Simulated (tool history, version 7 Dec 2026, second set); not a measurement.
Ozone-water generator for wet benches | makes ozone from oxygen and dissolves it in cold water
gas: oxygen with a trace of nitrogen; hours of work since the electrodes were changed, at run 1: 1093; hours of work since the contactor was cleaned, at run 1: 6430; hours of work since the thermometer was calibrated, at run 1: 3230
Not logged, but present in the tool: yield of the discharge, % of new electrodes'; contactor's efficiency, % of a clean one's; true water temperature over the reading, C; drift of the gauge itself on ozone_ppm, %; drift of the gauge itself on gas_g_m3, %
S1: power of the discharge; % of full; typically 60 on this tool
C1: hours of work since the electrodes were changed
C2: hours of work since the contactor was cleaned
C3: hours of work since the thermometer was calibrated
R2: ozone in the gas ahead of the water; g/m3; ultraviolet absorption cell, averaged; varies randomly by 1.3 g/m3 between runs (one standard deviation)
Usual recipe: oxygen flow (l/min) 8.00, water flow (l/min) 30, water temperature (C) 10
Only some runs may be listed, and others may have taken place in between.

{"run": 1, "hour": 0.0, "S1": 60, "oxygen flow (l/min)": 8.0, "water flow (l/min)": 30, "water temperature (C)": 10, "C1": 1093, "C2": 6430, "C3": 3230, "dissolved ozone (ppm)": 27.8, "R2": 241.0}
{"run": 2, "hour": 45.7, "S1": 60, "oxygen flow (l/min)": 8.0, "water flow (l/min)": 30, "water temperature (C)": 10, "C1": 1133, "C2": 6470, "C3": 3270, "dissolved ozone (ppm)": 27.9, "R2": 237.5}
{"run": 3, "hour": 86.6, "S1": 60, "oxygen flow (l/min)": 8.0, "water flow (l/min)": 30, "water temperature (C)": 10, "C1": 1169, "C2": 6506, "C3": 3306, "dissolved ozone (ppm)": 28.0, "R2": 242.0}
{"hour": 108.4, "done": "water thermometer calibrated"}
{"run": 4, "hour": 147.9, "S1": 60, "oxygen flow (l/min)": 8.0, "water flow (l/min)": 30, "water temperature (C)": 10, "C1": 1223, "C2": 6560, "C3": 35, "dissolved ozone (ppm)": 28.0, "R2": 240.5}
{"run": 5, "hour": 222.0, "S1": 60, "oxygen flow (l/min)": 8.0, "water flow (l/min)": 30, "water temperature (C)": 10, "C1": 1288, "C2": 6625, "C3": 100, "dissolved ozone (ppm)": 27.7, "R2": 240.4}
{"run": 6, "hour": 266.0, "S1": 60, "oxygen flow (l/min)": 9.59, "water flow (l/min)": 30, "water temperature (C)": 10, "C1": 1327, "C2": 6664, "C3": 139, "dissolved ozone (ppm)": 28.3, "R2": 220.0}
{"run": 7, "hour": 322.7, "S1": 60, "oxygen flow (l/min)": 9.59, "water flow (l/min)": 30, "water temperature (C)": 10, "C1": 1377, "C2": 6714, "C3": 189, "dissolved ozone (ppm)": 28.3, "R2": 219.1}
{"run": 8, "hour": 387.8, "S1": 60, "oxygen flow (l/min)": 9.59, "water flow (l/min)": 30, "water temperature (C)": 10, "C1": 1434, "C2": 6771, "C3": 246, "dissolved ozone (ppm)": 28.3, "R2": 220.0}
{"hour": 400.9, "done": "contactor cleaned"}
{"run": 9, "hour": 459.9, "S1": 60, "oxygen flow (l/min)": 9.59, "water flow (l/min)": 30, "water temperature (C)": 10, "C1": 1495, "C2": 52, "C3": 306, "dissolved ozone (ppm)": 28.5, "R2": 220.9}
{"run": 10, "hour": 508.9, "S1": 60, "oxygen flow (l/min)": 9.59, "water flow (l/min)": 30, "water temperature (C)": 10, "C1": 1538, "C2": 95, "C3": 350, "dissolved ozone (ppm)": 27.9, "R2": 221.2}
{"run": 11, "hour": 599.0, "S1": 90, "oxygen flow (l/min)": 9.59, "water flow (l/min)": 30, "water temperature (C)": 10, "C1": 1617, "C2": 175, "C3": 429, "dissolved ozone (ppm)": 37.3, "R2": 287.9}
{"run": 12, "hour": 640.9, "S1": 99, "oxygen flow (l/min)": 9.59, "water flow (l/min)": 30, "water temperature (C)": 14, "C1": 1654, "C2": 212, "C3": 466, "dissolved ozone (ppm)": 37.1, "R2": 306.8}
{"run": 13, "hour": 734.5, "S1": 83, "oxygen flow (l/min)": 6.67, "water flow (l/min)": 38, "water temperature (C)": 16, "C1": 1737, "C2": 294, "C3": 549, "dissolved ozone (ppm)": 26.1, "R2": 328.9}
{"run": 14, "hour": 830.4, "S1": 83, "oxygen flow (l/min)": 6.67, "water flow (l/min)": 38, "water temperature (C)": 16, "C1": 1821, "C2": 379, "C3": 633, "dissolved ozone (ppm)": 26.0, "R2": 328.6}
{"run": 15, "hour": 926.1, "S1": 83, "oxygen flow (l/min)": 4.54, "water flow (l/min)": 26, "water temperature (C)": 16, "C1": 1906, "C2": 463, "C3": 718, "dissolved ozone (ppm)": 33.7, "R2": 402.2}
{"run": 16, "hour": 1015.6, "S1": 67, "oxygen flow (l/min)": 7.02, "water flow (l/min)": 25, "water temperature (C)": 7, "C1": 1985, "C2": 542, "C3": 797, "dissolved ozone (ppm)": 35.3, "R2": 279.2}
{"run": 17, "hour": 1105.6, "S1": 67, "oxygen flow (l/min)": 7.02, "water flow (l/min)": 25, "water temperature (C)": 7, "C1": 2064, "C2": 621, "C3": 876, "dissolved ozone (ppm)": 35.5, "R2": 280.6}
{"run": 18, "hour": 1189.9, "S1": 60, "oxygen flow (l/min)": 8.0, "water flow (l/min)": 21, "water temperature (C)": 5, "C1": 2138, "C2": 696, "C3": 950, "dissolved ozone (ppm)": 39.1, "R2": 243.4}
{"run": 19, "hour": 1282.0, "S1": 92, "oxygen flow (l/min)": 4.54, "water flow (l/min)": 18, "water temperature (C)": 7, "C1": 2220, "C2": 777, "C3": 1032, "dissolved ozone (ppm)": 54.4, "R2": 433.7}

Results for each run, recomputed without the tool's hidden state and with each run's random variation untouched:
run=1 R2=241.0
run=2 R2=237.5
run=3 R2=241.9
run=4 R2=240.1
run=5 R2=239.9
run=6 R2=219.4
run=7 R2=218.4
run=8 R2=219.1
run=9 R2=219.8
run=10 R2=220.1
run=11 R2=286.1
run=12 R2=304.8
run=13 R2=326.4
run=14 R2=325.8
run=15 R2=398.3
run=16 R2=276.1
run=17 R2=277.3
run=18 R2=240.3
run=19 R2=427.8
dissolved ozone (ppm): differs from the measured result by no more than 0.1 in any run.
